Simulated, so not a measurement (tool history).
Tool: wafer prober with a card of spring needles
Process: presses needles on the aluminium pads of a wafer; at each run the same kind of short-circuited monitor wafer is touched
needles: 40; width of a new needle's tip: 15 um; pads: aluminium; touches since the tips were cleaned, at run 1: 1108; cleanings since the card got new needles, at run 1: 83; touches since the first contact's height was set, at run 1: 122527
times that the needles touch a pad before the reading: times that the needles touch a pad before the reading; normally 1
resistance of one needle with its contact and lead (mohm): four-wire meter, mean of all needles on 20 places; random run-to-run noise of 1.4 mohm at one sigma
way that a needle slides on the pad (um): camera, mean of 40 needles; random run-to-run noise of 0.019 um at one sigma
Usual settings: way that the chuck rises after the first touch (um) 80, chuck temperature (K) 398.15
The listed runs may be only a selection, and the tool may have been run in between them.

| run | hour | way that the chuck rises after the first touch (um) | chuck temperature (K) | times that the needles touch a pad before the reading | touches since the tips were cleaned | cleanings since the card got new needles | touches since the first contact's height was set | resistance of one needle with its contact and lead (mohm) | way that a needle slides on the pad (um) |
|---|---|---|---|---|---|---|---|---|---|
| 1 | 0 | 80 | 398.15 | 1 | 1108 | 83 | 122527 | 123 | 17.54 |
|  | 11.7 | tips cleaned on abrasive film |
|  | 24.6 | tips cleaned on abrasive film |
| 2 | 28.4 | 80 | 398.15 | 1 | 2429 | 85 | 140380 | 125 | 17.54 |
|  | 34.5 | height of the first contact set anew |
|  | 36.6 | tips cleaned on abrasive film |
|  | 50.7 | tips cleaned on abrasive film |
| 3 | 58.3 | 80 | 398.15 | 3 | 4769 | 87 | 14903 | 125 | 17.59 |
|  | 64.2 | tips cleaned on abrasive film |
|  | 77.1 | tips cleaned on abrasive film |
| 4 | 79.6 | 80 | 398.15 | 3 | 1597 | 89 | 28288 | 121 | 17.61 |
|  | 89.8 | tips cleaned on abrasive film |
|  | 101.5 | tips cleaned on abrasive film |
| 5 | 105.3 | 81 | 398.15 | 3 | 2427 | 91 | 44456 | 122 | 17.8 |
|  | 116 | tips cleaned on abrasive film |
|  | 130 | tips cleaned on abrasive film |
|  | 142.3 | tips cleaned on abrasive film |
| 6 | 142.3 | 80 | 398.15 | 1 | 0 | 94 | 67658 | 122 | 17.63 |
|  | 156.2 | tips cleaned on abrasive film |
|  | 170.2 | tips cleaned on abrasive film |
| 7 | 173.6 | 74 | 398.15 | 1 | 2126 | 96 | 87332 | 123 | 16.33 |
|  | 182.5 | tips cleaned on abrasive film |
|  | 196.6 | tips cleaned on abrasive film |
|  | 210.5 | tips cleaned on abrasive film |
| 8 | 212.4 | 74 | 338.15 | 1 | 1170 | 99 | 111711 | 116 | 16.37 |
|  | 223.3 | tips cleaned on abrasive film |
| 9 | 234.8 | 74 | 338.15 | 1 | 7232 | 100 | 125814 | 116 | 16.39 |
|  | 237.8 | tips cleaned on abrasive film |
|  | 251.3 | tips cleaned on abrasive film |
|  | 263 | tips cleaned on abrasive film |
|  | 263.3 | height of the first contact set anew |
| 10 | 273.3 | 80 | 324.15 | 1 | 6361 | 103 | 6361 | 112 | 17.73 |
|  | 276.3 | tips cleaned on abrasive film |
|  | 288.1 | tips cleaned on abrasive film |
|  | 301.4 | tips cleaned on abrasive film |
| 11 | 301.4 | 80 | 324.15 | 1 | 0 | 106 | 23919 | 115 | 17.77 |
|  | 314.7 | tips cleaned on abrasive film |
|  | 326.9 | tips cleaned on abrasive film |
| 12 | 328.5 | 93 | 340.15 | 1 | 1016 | 108 | 40961 | 113 | 20.67 |
|  | 339.8 | tips cleaned on abrasive film |
|  | 352.4 | tips cleaned on abrasive film |
| 13 | 355.1 | 62 | 340.15 | 2 | 1694 | 110 | 57682 | 120 | 13.82 |
|  | 365.6 | tips cleaned on abrasive film |
|  | 379 | tips cleaned on abrasive film |
| 14 | 385.8 | 65 | 298.15 | 1 | 4345 | 112 | 77008 | 112 | 14.48 |
|  | 391.7 | tips cleaned on abrasive film |
|  | 403.5 | tips cleaned on abrasive film |
| 15 | 411.9 | 65 | 298.15 | 1 | 5324 | 114 | 93370 | 113 | 14.49 |
|  | 417.5 | tips cleaned on abrasive film |
|  | 430.4 | tips cleaned on abrasive film |
|  | 443 | tips cleaned on abrasive film |
|  | 455.4 | tips cleaned on abrasive film |
| 16 | 455.4 | 65 | 298.15 | 1 | 0 | 118 | 120680 | 114 | 14.53 |
|  | 468.7 | tips cleaned on abrasive film |
|  | 480.9 | tips cleaned on abrasive film |
| 17 | 487.6 | 65 | 298.15 | 1 | 4280 | 120 | 140941 | 111 | 14.53 |
|  | 493.5 | tips cleaned on abrasive film |
|  | 493.8 | height of the first contact set anew |
|  | 502.5 | gauge calibrated |
|  | 507.9 | tips cleaned on abrasive film |
|  | 522.6 | tips cleaned on abrasive film |
| 18 | 525.5 | 69 | 301.15 | 1 | 1854 | 123 | 19924 | 113 | 15.14 |
|  | 534.4 | tips cleaned on abrasive film |
|  | 547.3 | tips cleaned on abrasive film |
| 19 | 551.3 | 91 | 398.15 | 1 | 2502 | 125 | 36127 | 122 | 19.98 |
|  | 560 | tips cleaned on abrasive film |
|  | 574.7 | tips cleaned on abrasive film |
|  | 588.7 | tips cleaned on abrasive film |
| 20 | 596.5 | 91 | 398.15 | 1 | 4949 | 128 | 64571 | 121 | 20.02 |
|  | 601.4 | tips cleaned on abrasive film |
|  | 615.3 | tips cleaned on abrasive film |
|  | 627.6 | tips cleaned on abrasive film |
| 21 | 631.3 | 91 | 398.15 | 1 | 2334 | 131 | 86403 | 121 | 20.06 |

Some steps in way that a needle slides on the pad (um) between neighbouring runs. How much of each would the tool show without its hidden state too (settings, what came in, random variation), and how much is left for the hidden state, with any gauge scatter that isn't in both results?
What the log doesn't record here: debris on the tips, nm; way that the needles fall short of the set height, um; tips' diameter, um; drift of the gauge itself on contact_mohm, %; drift of the gauge itself on scrub_um, %.
Run 12 -> 13: way that the chuck rises after the first touch (um) 93 -> 62, times that the needles touch a pad before the reading 1 -> 2, tips cleaned on abrasive film, tips cleaned on abrasive film. way that a needle slides on the pad (um) -6.85: hidden state -0.08, all else -6.77.
Run 17 -> 18: way that the chuck rises after the first touch (um) 65 -> 69, chuck temperature (K) 298.15 -> 301.15, tips cleaned on abrasive film, height of the first contact set anew, gauge calibrated, tips cleaned on abrasive film, tips cleaned on abrasive film. way that a needle slides on the pad (um) +0.61: hidden state -0.29, all else +0.9.
Run 18 -> 19: way that the chuck rises after the first touch (um) 69 -> 91, chuck temperature (K) 301.15 -> 398.15, tips cleaned on abrasive film, tips cleaned on abrasive film. way that a needle slides on the pad (um) +4.84: hidden state +0.02, all else +4.82.
